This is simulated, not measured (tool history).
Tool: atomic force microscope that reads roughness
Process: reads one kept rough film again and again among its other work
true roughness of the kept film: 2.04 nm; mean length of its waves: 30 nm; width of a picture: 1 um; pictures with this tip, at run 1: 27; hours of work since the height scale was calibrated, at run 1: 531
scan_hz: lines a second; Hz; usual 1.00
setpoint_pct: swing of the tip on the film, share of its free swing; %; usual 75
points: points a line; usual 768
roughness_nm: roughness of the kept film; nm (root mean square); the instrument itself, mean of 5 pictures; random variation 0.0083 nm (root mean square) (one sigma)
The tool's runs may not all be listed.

run   hour  scan_hz  setpoint_pct  points  pictures with this tip  hours of work since the height scale was calibrated  roughness_nm
  1    0.0     1.00            75     768                      27                                                  531         1.825
  2   15.8     1.00            75     768                      62                                                  543         1.824
  3   33.6     1.00            55     768                     101                                                  556         1.893
  4   46.5     1.00            75     759                     129                                                  565         1.818
  5   57.4     1.00            72     759                     153                                                  573         1.834
  6   74.8     0.70            75     768                     192                                                  586         1.843
  7   88.5     0.70            75     768                     222                                                  596         1.847
  8  102.3     0.70            75     768                     252                                                  606         1.851
     103.8  -- new tip fitted
  9  112.5     0.70            75     768                      19                                                  613         1.842
 10  131.9     1.00            66     768                      62                                                  627         1.855
 11  147.8     1.00            66     768                      97                                                  638         1.862
 12  167.0     1.00            75     768                     139                                                  652         1.824
 13  181.6     1.00            82     365                     171                                                  663         1.755
 14  195.5     1.00            62     296                     202                                                  673         1.848
 15  212.5     1.00            61     297                     239                                                  686         1.842
     221.1  -- new tip fitted
 16  229.4     1.00            75     628                      18                                                  697         1.822
 17  248.2     1.00            75     628                      59                                                  711         1.813
 18  260.6     1.00            75     628                      87                                                  720         1.812
 19  275.2     0.74            84     687                     118                                                  731         1.803
 20  285.7     0.74            84     687                     142                                                  738         1.812
 21  295.3     1.29            78     260                     163                                                  745         1.755
 22  313.5     1.08            88     714                     203                                                  759         1.715
 23  328.2     1.21            56     768                     235                                                  769         1.898

5 ways to go on from here, each from the tool as it stands after run 23. What would each give?
     337.5  -- new tip fitted
  A  337.5     1.21            87     768                       0                                                  776             ?
     337.5  -- new tip fitted
  B  337.5     1.00            77     636                       0                                                  776             ?
     337.5  -- new tip fitted
  C  337.5     1.21            56     428                       0                                                  776             ?
     337.5  -- new tip fitted
  D  337.5     2.35            59     685                       0                                                  776             ?
     337.5  -- new tip fitted
  E  337.5     1.21            87     998                       0                                                  776             ?

run  roughness_nm
  A         1.702
  B         1.808
  C         1.862
  D         1.840
  E         1.708
Without the tool's hidden state the same runs would have given:
run  roughness_nm
  A         1.701
  B         1.808
  C         1.862
  D         1.840
  E         1.707
